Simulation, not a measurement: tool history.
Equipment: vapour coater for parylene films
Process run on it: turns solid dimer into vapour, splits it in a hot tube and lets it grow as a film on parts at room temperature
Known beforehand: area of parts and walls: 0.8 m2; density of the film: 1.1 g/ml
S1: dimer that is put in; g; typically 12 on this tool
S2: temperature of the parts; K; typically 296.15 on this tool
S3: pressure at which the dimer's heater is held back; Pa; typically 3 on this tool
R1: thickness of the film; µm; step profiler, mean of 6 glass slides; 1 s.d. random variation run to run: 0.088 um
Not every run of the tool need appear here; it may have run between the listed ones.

run,hour,S1,S2,S3,R1
1,0,12,296.15,3,10.39
2,25.3,12,296.15,3,10.23
3,42.4,12,296.15,3,10.37
4,71,12,296.15,3,10.47
5,98.4,12,296.15,3,10.17
6,138.6,12,296.15,8.38,8.11
7,161.2,12,296.15,3,10.15
8,189,11,296.15,3,9.39
9,227.1,13,291.15,3,13.8
10,259.5,11,291.15,3,11.47
11,284.6,11,291.15,3,11.38

Run 12 has not been measured yet. What should we expect?
12,316.5,11,298.15,10.65,?

For run 12 the tool returned R1 6.26 µm.
With no hidden state in the tool, this same run would have given R1 6.62 µm.
